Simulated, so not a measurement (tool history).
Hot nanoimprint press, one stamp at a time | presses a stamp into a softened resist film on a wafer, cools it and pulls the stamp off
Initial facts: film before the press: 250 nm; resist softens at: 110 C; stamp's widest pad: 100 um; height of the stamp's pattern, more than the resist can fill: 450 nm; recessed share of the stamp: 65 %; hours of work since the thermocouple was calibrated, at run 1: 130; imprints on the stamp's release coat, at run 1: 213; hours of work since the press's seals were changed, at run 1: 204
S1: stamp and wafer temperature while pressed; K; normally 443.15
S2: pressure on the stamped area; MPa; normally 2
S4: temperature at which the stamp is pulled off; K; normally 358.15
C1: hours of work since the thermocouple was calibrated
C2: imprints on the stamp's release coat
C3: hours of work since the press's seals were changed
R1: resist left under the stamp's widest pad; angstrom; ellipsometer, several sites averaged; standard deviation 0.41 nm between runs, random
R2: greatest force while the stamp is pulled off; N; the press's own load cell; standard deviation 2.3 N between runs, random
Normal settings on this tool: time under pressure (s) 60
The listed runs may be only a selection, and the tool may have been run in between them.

run 1 day=0 | S1=443.15 S2=2 time_under_pressure_(s)=60 S4=358.15 | C1=130 C2=213 C3=204 | R1=1429 R2=186
run 2 day=0.567 | S1=443.15 S2=2 time_under_pressure_(s)=60 S4=358.15 | C1=140 C2=284 C3=213 | R1=1422 R2=184
run 3 day=1.542 | S1=443.15 S2=2 time_under_pressure_(s)=60 S4=358.15 | C1=155 C2=405 C3=228 | R1=1425 R2=187
run 4 day=2.525 | S1=443.15 S2=2 time_under_pressure_(s)=60 S4=358.15 | C1=171 C2=528 C3=244 | R1=1429 R2=185
run 5 day=3.379 | S1=443.15 S2=2 time_under_pressure_(s)=81 S4=358.15 | C1=185 C2=635 C3=258 | R1=1292 R2=185
run 6 day=4.271 | S1=443.15 S2=2 time_under_pressure_(s)=60 S4=358.15 | C1=199 C2=747 C3=272 | R1=1426 R2=184
run 7 day=4.812 | S1=443.15 S2=2 time_under_pressure_(s)=60 S4=358.15 | C1=208 C2=815 C3=281 | R1=1429 R2=182
run 8 day=5.312 | S1=443.15 S2=2.33 time_under_pressure_(s)=60 S4=358.15 | C1=216 C2=877 C3=289 | R1=1349 R2=188
-- day=5.921 stamp cleaned and given a new release coat
run 9 day=6.742 | S1=443.15 S2=2 time_under_pressure_(s)=60 S4=358.15 | C1=235 C2=103 C3=308 | R1=1429 R2=185
run 10 day=7.238 | S1=443.15 S2=2 time_under_pressure_(s)=60 S4=358.15 | C1=243 C2=165 C3=316 | R1=1429 R2=182
run 11 day=8.317 | S1=443.15 S2=2 time_under_pressure_(s)=60 S4=358.15 | C1=260 C2=300 C3=333 | R1=1425 R2=185
run 12 day=8.817 | S1=442.15 S2=2 time_under_pressure_(s)=60 S4=358.15 | C1=268 C2=362 C3=341 | R1=1482 R2=186
run 13 day=9.508 | S1=442.15 S2=2 time_under_pressure_(s)=60 S4=358.15 | C1=279 C2=449 C3=352 | R1=1482 R2=185
run 14 day=10.112 | S1=443.15 S2=2 time_under_pressure_(s)=60 S4=358.15 | C1=289 C2=525 C3=362 | R1=1424 R2=185
run 15 day=10.846 | S1=443.15 S2=2 time_under_pressure_(s)=60 S4=358.15 | C1=301 C2=616 C3=374 | R1=1421 R2=185
run 16 day=11.558 | S1=438.15 S2=3.14 time_under_pressure_(s)=60 S4=358.15 | C1=312 C2=705 C3=385 | R1=1507 R2=184
run 17 day=12.704 | S1=438.15 S2=1.24 time_under_pressure_(s)=77 S4=358.15 | C1=331 C2=848 C3=404 | R1=1831 R2=182
-- day=13.588 stamp cleaned and given a new release coat
run 18 day=13.875 | S1=441.15 S2=1.76 time_under_pressure_(s)=60 S4=358.15 | C1=345 C2=36 C3=418 | R1=1593 R2=182
run 19 day=14.675 | S1=441.15 S2=1.76 time_under_pressure_(s)=60 S4=358.15 | C1=358 C2=136 C3=431 | R1=1608 R2=182
run 20 day=15.688 | S1=441.15 S2=1.76 time_under_pressure_(s)=100 S4=358.15 | C1=374 C2=263 C3=448 | R1=1357 R2=185
run 21 day=16.362 | S1=446.15 S2=2 time_under_pressure_(s)=60 S4=356.15 | C1=385 C2=347 C3=458 | R1=1258 R2=189
run 22 day=17.533 | S1=436.15 S2=2 time_under_pressure_(s)=112 S4=366.15 | C1=404 C2=493 C3=477 | R1=1563 R2=167
run 23 day=18.717 | S1=436.15 S2=2 time_under_pressure_(s)=112 S4=366.15 | C1=423 C2=642 C3=496 | R1=1559 R2=164
run 24 day=19.917 | S1=436.15 S2=2 time_under_pressure_(s)=71 S4=345.15 | C1=442 C2=792 C3=515 | R1=1757 R2=214
run 25 day=20.608 | S1=442.15 S2=2.93 time_under_pressure_(s)=119 S4=358.15 | C1=454 C2=878 C3=527 | R1=992 R2=186
-- day=21.217 stamp cleaned and given a new release coat
run 26 day=21.967 | S1=451.15 S2=1.55 time_under_pressure_(s)=79 S4=358.15 | C1=471 C2=94 C3=544 | R1=1010 R2=182
run 27 day=23.158 | S1=451.15 S2=1.55 time_under_pressure_(s)=79 S4=358.15 | C1=490 C2=243 C3=564 | R1=1017 R2=185
run 28 day=24.129 | S1=437.15 S2=1.29 time_under_pressure_(s)=93 S4=349.15 | C1=506 C2=365 C3=579 | R1=1780 R2=205
run 29 day=25.017 | S1=437.15 S2=1.29 time_under_pressure_(s)=93 S4=349.15 | C1=520 C2=475 C3=593 | R1=1780 R2=209

Hidden condition of the tool, last listed run before each entry between runs versus first listed run after:
Runs 8 to 9: stamp cleaned and given a new release coat (day 5.921)
  grip of the stamp's worn release coat, % over a new coat's: 0.4 -> 0
Runs 17 to 18: stamp cleaned and given a new release coat (day 13.588)
  grip of the stamp's worn release coat, % over a new coat's: 0.4 -> 0
Runs 25 to 26: stamp cleaned and given a new release coat (day 21.217)
  grip of the stamp's worn release coat, % over a new coat's: 0.4 -> 0

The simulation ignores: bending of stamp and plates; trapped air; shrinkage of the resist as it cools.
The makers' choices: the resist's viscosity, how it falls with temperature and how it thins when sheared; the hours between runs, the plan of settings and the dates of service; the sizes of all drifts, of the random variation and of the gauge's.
